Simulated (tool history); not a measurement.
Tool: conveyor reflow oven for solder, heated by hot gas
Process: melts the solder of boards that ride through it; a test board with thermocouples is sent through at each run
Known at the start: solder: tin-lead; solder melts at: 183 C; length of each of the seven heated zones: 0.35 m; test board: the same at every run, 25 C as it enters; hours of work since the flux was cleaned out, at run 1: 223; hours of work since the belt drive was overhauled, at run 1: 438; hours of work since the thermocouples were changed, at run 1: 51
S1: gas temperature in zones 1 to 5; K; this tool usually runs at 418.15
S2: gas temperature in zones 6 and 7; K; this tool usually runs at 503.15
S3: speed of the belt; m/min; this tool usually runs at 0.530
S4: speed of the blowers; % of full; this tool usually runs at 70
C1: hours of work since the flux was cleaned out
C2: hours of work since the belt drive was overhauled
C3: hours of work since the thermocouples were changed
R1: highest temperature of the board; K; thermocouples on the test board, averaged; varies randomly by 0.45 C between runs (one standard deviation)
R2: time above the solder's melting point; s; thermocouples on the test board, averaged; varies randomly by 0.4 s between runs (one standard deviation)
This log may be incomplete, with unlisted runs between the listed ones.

run 1 hour=0.0 | S1=418.15 S2=503.15 S3=0.530 S4=70 | C1=223 C2=438 C3=51 | R1=489.15 R2=61.7
run 2 hour=34.2 | S1=418.15 S2=503.15 S3=0.582 S4=70 | C1=237 C2=452 C3=66 | R1=486.35 R2=53.7
-- hour=86.8 flux residue cleaned out of gas plates and filters
run 3 hour=94.2 | S1=418.15 S2=503.15 S3=0.582 S4=70 | C1=3 C2=476 C3=89 | R1=486.45 R2=53.7
run 4 hour=133.1 | S1=418.15 S2=503.15 S3=0.582 S4=70 | C1=20 C2=492 C3=106 | R1=486.65 R2=53.7
run 5 hour=175.7 | S1=418.15 S2=503.15 S3=0.582 S4=70 | C1=38 C2=510 C3=124 | R1=486.65 R2=54.7
run 6 hour=244.1 | S1=418.15 S2=503.15 S3=0.582 S4=70 | C1=67 C2=539 C3=153 | R1=486.55 R2=54.0
run 7 hour=300.9 | S1=418.15 S2=503.15 S3=0.530 S4=70 | C1=91 C2=563 C3=177 | R1=489.45 R2=62.4
run 8 hour=370.2 | S1=422.15 S2=499.15 S3=0.625 S4=58 | C1=120 C2=593 C3=206 | R1=479.25 R2=44.1
run 9 hour=413.4 | S1=422.15 S2=499.15 S3=0.585 S4=68 | C1=139 C2=611 C3=225 | R1=482.55 R2=51.7
run 10 hour=472.7 | S1=411.15 S2=513.15 S3=0.614 S4=87 | C1=164 C2=636 C3=250 | R1=494.85 R2=53.7
run 11 hour=537.6 | S1=411.15 S2=513.15 S3=0.614 S4=87 | C1=191 C2=664 C3=277 | R1=493.25 R2=53.9
run 12 hour=608.9 | S1=411.15 S2=514.15 S3=0.614 S4=74 | C1=222 C2=694 C3=308 | R1=492.85 R2=52.6
run 13 hour=646.5 | S1=418.15 S2=503.15 S3=0.482 S4=70 | C1=238 C2=710 C3=324 | R1=491.05 R2=71.1
run 14 hour=677.0 | S1=418.15 S2=502.15 S3=0.554 S4=70 | C1=251 C2=723 C3=337 | R1=485.75 R2=56.5

What differs in the tool's unlogged condition from the final listed run ahead of each entry between runs to the first listed run following it?
Logged between run 2 and run 3: flux residue cleaned out of gas plates and filters (hour 86.8)
  heat that the gas passes to the board, % of a clean oven's: 96.5 -> 99.6; belt's true speed, % of the reading: 99.36 -> 99.33; true gas temperature in zones 6 and 7 over the reading, C: 0.07 -> -0.01
  difference, measured minus the result without the unlogged condition, R1: -0.60 -> +0.10 K; R2: -0.2 -> +0.5 s
